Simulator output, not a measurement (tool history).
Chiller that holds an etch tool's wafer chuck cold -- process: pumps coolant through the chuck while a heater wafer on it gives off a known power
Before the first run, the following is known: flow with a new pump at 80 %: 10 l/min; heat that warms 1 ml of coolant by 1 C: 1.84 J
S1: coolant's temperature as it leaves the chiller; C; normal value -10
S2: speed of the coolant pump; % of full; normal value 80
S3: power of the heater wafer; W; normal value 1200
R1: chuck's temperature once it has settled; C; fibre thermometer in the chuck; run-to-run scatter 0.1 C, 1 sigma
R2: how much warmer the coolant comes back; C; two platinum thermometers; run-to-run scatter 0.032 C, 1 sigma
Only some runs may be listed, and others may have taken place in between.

{"run": 1, "hour": 0.0, "S1": -10, "S2": 80, "S3": 1200, "R1": -1.7, "R2": 3.97}
{"run": 2, "hour": 24.1, "S1": -10, "S2": 80, "S3": 1200, "R1": -1.8, "R2": 3.91}
{"run": 3, "hour": 52.4, "S1": -10, "S2": 80, "S3": 654, "R1": -5.4, "R2": 2.14}
{"run": 4, "hour": 82.6, "S1": -10, "S2": 80, "S3": 654, "R1": -5.4, "R2": 2.2}
{"run": 5, "hour": 108.8, "S1": -10, "S2": 80, "S3": 654, "R1": -5.4, "R2": 2.23}
{"run": 6, "hour": 126.3, "S1": -15, "S2": 80, "S3": 1200, "R1": -6.6, "R2": 3.95}
{"run": 7, "hour": 147.5, "S1": -10, "S2": 80, "S3": 1200, "R1": -1.5, "R2": 4.02}
{"run": 8, "hour": 165.5, "S1": -10, "S2": 80, "S3": 1200, "R1": -1.5, "R2": 3.99}
{"run": 9, "hour": 192.2, "S1": -10, "S2": 80, "S3": 1200, "R1": -1.6, "R2": 3.99}
{"run": 10, "hour": 209.1, "S1": -10, "S2": 80, "S3": 1200, "R1": -1.6, "R2": 4.02}
{"run": 11, "hour": 230.2, "S1": -10, "S2": 80, "S3": 1200, "R1": -1.6, "R2": 4.0}
{"run": 12, "hour": 253.7, "S1": -10, "S2": 80, "S3": 1200, "R1": -1.6, "R2": 4.09}
{"run": 13, "hour": 272.5, "S1": -10, "S2": 80, "S3": 1200, "R1": -1.3, "R2": 4.09}
{"run": 14, "hour": 293.1, "S1": -10, "S2": 80, "S3": 1200, "R1": -1.4, "R2": 4.1}
{"run": 15, "hour": 313.7, "S1": -10, "S2": 80, "S3": 1200, "R1": -1.7, "R2": 4.1}
{"run": 16, "hour": 329.3, "S1": -10, "S2": 80, "S3": 1200, "R1": -1.6, "R2": 4.12}
{"run": 17, "hour": 344.3, "S1": -1, "S2": 91, "S3": 1165, "R1": 6.7, "R2": 3.48}
{"run": 18, "hour": 374.8, "S1": -7, "S2": 79, "S3": 754, "R1": -1.6, "R2": 2.7}
{"run": 19, "hour": 403.4, "S1": -10, "S2": 64, "S3": 1232, "R1": -0.1, "R2": 5.26}
{"run": 20, "hour": 430.3, "S1": -10, "S2": 64, "S3": 705, "R1": -4.3, "R2": 3.15}
{"run": 21, "hour": 449.7, "S1": -8, "S2": 61, "S3": 674, "R1": -2.4, "R2": 3.1}
{"run": 22, "hour": 462.3, "S1": -8, "S2": 61, "S3": 674, "R1": -2.6, "R2": 3.11}
{"hour": 481.5, "done": "gauge calibrated"}
{"run": 23, "hour": 491.6, "S1": -8, "S2": 61, "S3": 674, "R1": -2.6, "R2": 2.87}
{"run": 24, "hour": 515.9, "S1": -8, "S2": 61, "S3": 674, "R1": -2.6, "R2": 2.93}
{"run": 25, "hour": 545.1, "S1": -8, "S2": 61, "S3": 674, "R1": -2.4, "R2": 2.84}
{"run": 26, "hour": 570.0, "S1": -3, "S2": 80, "S3": 674, "R1": 1.9, "R2": 2.27}
{"run": 27, "hour": 582.4, "S1": -3, "S2": 80, "S3": 674, "R1": 1.7, "R2": 2.22}

Forecast run 28:
{"run": 28, "hour": 594.8, "S1": -5, "S2": 70, "S3": 674, "R1": "?", "R2": "?"}

Run 28 yielded R1 0.1 C, R2 2.61 C.
Had the tool carried no hidden state, the very same run would have given R1 0.1 C, R2 2.54 C.
